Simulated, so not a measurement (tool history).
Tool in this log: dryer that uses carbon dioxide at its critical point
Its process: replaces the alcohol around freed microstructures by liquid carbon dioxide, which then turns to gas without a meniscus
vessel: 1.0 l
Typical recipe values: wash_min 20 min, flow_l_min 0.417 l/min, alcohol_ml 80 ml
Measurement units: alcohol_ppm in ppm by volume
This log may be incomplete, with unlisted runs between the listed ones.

run,day,wash_min,flow_l_min,alcohol_ml,alcohol_ppm
1,0.000,20,0.417,80,201
2,0.875,20,0.292,80,646
3,1.442,20,0.292,80,650
4,2.412,20,0.292,80,671
5,3.358,14,0.417,80,701
6,4.158,14,0.417,80,724
7,5.325,14,0.417,80,737
8,6.142,14,0.417,80,731
9,7.029,14,0.417,80,757
10,7.921,14,0.417,80,782
11,8.829,14,0.417,80,799
12,10.033,20,0.417,80,266
13,10.729,28,0.417,80,173
14,11.517,28,0.417,80,184
15,12.538,20,0.638,87,190
16,13.600,20,0.638,87,195
17,14.829,20,0.638,87,195
18,15.888,28,0.680,63,198
19,17.000,13,0.308,99,4109
20,18.017,25,0.364,32,224
# day 18.388: purifier's bed changed
21,18.746,25,0.364,32,22
22,19.854,25,0.364,32,38
23,20.929,19,0.379,27,107
24,21.688,14,0.475,113,663
25,22.792,14,0.475,41,254
26,23.462,14,0.475,102,632
27,24.412,29,0.475,24,29

Alternative continuations, all from the tool just after run 27; predict every row:
A,25.508,19,0.608,97,?
B,25.508,20,0.315,31,?
C,25.508,25,0.545,31,?
D,25.508,20,0.464,80,?
E,25.508,17,0.348,26,?

run,alcohol_ppm
A,45
B,274
C,34
D,96
E,309
What these runs would have given with no unlogged condition in the tool:
run,alcohol_ppm
A,9
B,108
C,9
D,23
E,126
